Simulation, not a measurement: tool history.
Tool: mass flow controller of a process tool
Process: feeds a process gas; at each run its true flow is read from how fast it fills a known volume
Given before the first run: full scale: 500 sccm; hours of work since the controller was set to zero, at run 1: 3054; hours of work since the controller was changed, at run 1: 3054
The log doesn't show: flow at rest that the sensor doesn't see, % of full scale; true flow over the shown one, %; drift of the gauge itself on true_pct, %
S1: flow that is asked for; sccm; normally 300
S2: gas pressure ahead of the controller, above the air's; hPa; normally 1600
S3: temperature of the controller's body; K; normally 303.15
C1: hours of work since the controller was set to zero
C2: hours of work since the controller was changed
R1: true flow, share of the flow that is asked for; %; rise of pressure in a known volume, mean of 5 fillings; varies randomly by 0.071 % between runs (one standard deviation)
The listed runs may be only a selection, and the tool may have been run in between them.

Run 1, day 0.000: usual settings; C1 3054; C2 3054. Result: R1 98.64 %.
Run 2, day 10.762: usual settings; C1 3178; C2 3178. Result: R1 98.47 %.
Run 3, day 20.667: usual settings; C1 3292; C2 3292. Result: R1 98.42 %.
Run 4, day 29.221: usual settings; C1 3391; C2 3391. Result: R1 98.39 %.
Run 5, day 37.279: usual settings; C1 3484; C2 3484. Result: R1 98.29 %.
Run 6, day 43.446: usual settings; C1 3555; C2 3555. Result: R1 98.43 %.
Run 7, day 53.712: usual settings; C1 3673; C2 3673. Result: R1 98.34 %.
Run 8, day 64.833: usual settings but S2 1400 hPa; C1 3802; C2 3802. Result: R1 98.24 %.
Run 9, day 76.767: usual settings but S1 371 sccm; C1 3939; C2 3939. Result: R1 98.45 %.
Run 10, day 90.067: usual settings but S1 371 sccm, S2 1660 hPa; C1 4093; C2 4093. Result: R1 98.30 %.
Run 11, day 97.154: usual settings but S3 295.15 K; C1 4174; C2 4174. Result: R1 98.92 %.
Run 12, day 111.912: usual settings but S3 295.15 K; C1 4345; C2 4345. Result: R1 98.80 %.
Run 13, day 124.212: usual settings; C1 4486; C2 4486. Result: R1 97.98 %.
Run 14, day 136.712: usual settings; C1 4630; C2 4630. Result: R1 97.97 %.
Run 15, day 143.812: usual settings; C1 4712; C2 4712. Result: R1 97.93 %.
Run 16, day 156.312: usual settings; C1 4856; C2 4856. Result: R1 97.85 %.
Run 17, day 165.362: usual settings; C1 4961; C2 4961. Result: R1 97.78 %.
Run 18, day 172.383: usual settings; C1 5042; C2 5042. Result: R1 97.73 %.
Run 19, day 182.529: usual settings; C1 5159; C2 5159. Result: R1 97.65 %.
Run 20, day 194.842: usual settings; C1 5301; C2 5301. Result: R1 97.66 %.
Run 21, day 205.533: usual settings but S1 66 sccm; C1 5424; C2 5424. Result: R1 95.35 %.
Run 22, day 213.412: usual settings but S1 66 sccm; C1 5515; C2 5515. Result: R1 95.29 %.
Run 23, day 227.625: usual settings but S2 1760 hPa; C1 5679; C2 5679. Result: R1 97.44 %.
Run 24, day 238.879: usual settings but S2 1760 hPa; C1 5809; C2 5809. Result: R1 97.38 %.
Run 25, day 250.838: usual settings but S1 489 sccm, S2 1910 hPa; C1 5946; C2 5946. Result: R1 97.58 %.
Run 26, day 257.542: usual settings but S1 489 sccm, S2 1910 hPa; C1 6024; C2 6024. Result: R1 97.52 %.
Run 27, day 264.158: usual settings but S1 489 sccm, S2 1910 hPa; C1 6100; C2 6100. Result: R1 97.48 %.
Run 28, day 278.054: usual settings but S2 1690 hPa; C1 6260; C2 6260. Result: R1 97.19 %.
Run 29, day 289.783: usual settings but S2 2180 hPa; C1 6396; C2 6396. Result: R1 96.72 %.
Run 30, day 301.942: usual settings but S1 144 sccm, S2 1410 hPa, S3 293.15 K; C1 6536; C2 6536. Result: R1 97.37 %.
Run 31, day 315.567: usual settings but S1 144 sccm, S2 1910 hPa, S3 300.15 K; C1 6693; C2 6693. Result: R1 96.37 %.
Run 32, day 325.979: usual settings but S1 53 sccm, S2 1780 hPa, S3 309.15 K; C1 6813; C2 6813. Result: R1 92.78 %.
Run 33, day 335.154: usual settings but S1 75 sccm, S3 298.15 K; C1 6919; C2 6919. Result: R1 95.14 %.
Run 34, day 343.646: usual settings but S1 298 sccm, S2 2080 hPa, S3 311.15 K; C1 7017; C2 7017. Result: R1 95.83 %.
Run 35, day 353.129: usual settings but S1 136 sccm, S2 1760 hPa; C1 7126; C2 7126. Result: R1 95.78 %.
Run 36, day 364.133: usual settings but S1 136 sccm, S2 1760 hPa; C1 7253; C2 7253. Result: R1 95.78 %.
Run 37, day 372.771: usual settings but S1 185 sccm, S2 2740 hPa, S3 294.15 K; C1 7352; C2 7352. Result: R1 96.42 %.
Run 38, day 379.958: usual settings but S1 185 sccm, S2 2740 hPa, S3 294.15 K; C1 7435; C2 7435. Result: R1 96.35 %.
Run 39, day 388.042: usual settings but S1 127 sccm, S2 2620 hPa; C1 7529; C2 7529. Result: R1 94.79 %.
Run 40, day 397.667: usual settings but S1 205 sccm, S2 2100 hPa, S3 293.15 K; C1 7640; C2 7640. Result: R1 96.92 %.
Run 41, day 408.804: usual settings but S1 106 sccm, S2 1510 hPa, S3 306.15 K; C1 7768; C2 7768. Result: R1 94.67 %.
Run 42, day 420.462: usual settings but S1 273 sccm, S2 2400 hPa; C1 7902; C2 7902. Result: R1 95.82 %.
Run 43, day 428.804: usual settings but S1 273 sccm, S2 2400 hPa, S3 293.15 K; C1 7999; C2 7999. Result: R1 96.89 %.
Run 44, day 443.075: usual settings but S1 315 sccm, S2 2400 hPa, S3 302.15 K; C1 8163; C2 8163. Result: R1 96.06 %.
Run 45, day 449.371: usual settings but S1 152 sccm, S2 2250 hPa, S3 297.15 K; C1 8236; C2 8236. Result: R1 95.63 %.
Run 46, day 459.271: usual settings but S1 152 sccm, S2 2250 hPa, S3 293.15 K; C1 8350; C2 8350. Result: R1 96.03 %.
Run 47, day 472.608: usual settings but S3 293.15 K; C1 8504; C2 8504. Result: R1 97.37 %.
Run 48, day 484.296: usual settings but S1 149 sccm, S2 2470 hPa, S3 304.15 K; C1 8638; C2 8638. Result: R1 94.61 %.

Below, each run's measurement less what the same run would have read without the hidden state. Both values contain the same run-to-run variation, but the gauge's scatter may not be the same in both:
run     R1
  1  -1.05
  2  -1.10
  3  -1.14
  4  -1.19
  5  -1.22
  6  -1.26
  7  -1.30
  8  -1.35
  9  -1.33
 10  -1.38
 11  -1.50
 12  -1.57
 13  -1.63
 14  -1.68
 15  -1.71
 16  -1.76
 17  -1.81
 18  -1.84
 19  -1.89
 20  -1.95
 21  -4.03
 22  -4.09
 23  -2.10
 24  -2.15
 25  -1.96
 26  -2.00
 27  -2.03
 28  -2.34
 29  -2.40
 30  -3.21
 31  -3.30
 32  -5.95
 33  -4.81
 34  -2.66
 35  -3.61
 36  -3.68
 37  -3.28
 38  -3.32
 39  -3.96
 40  -3.28
 41  -4.47
 42  -3.09
 43  -3.13
 44  -3.07
 45  -4.00
 46  -4.06
 47  -3.25
 48  -4.23
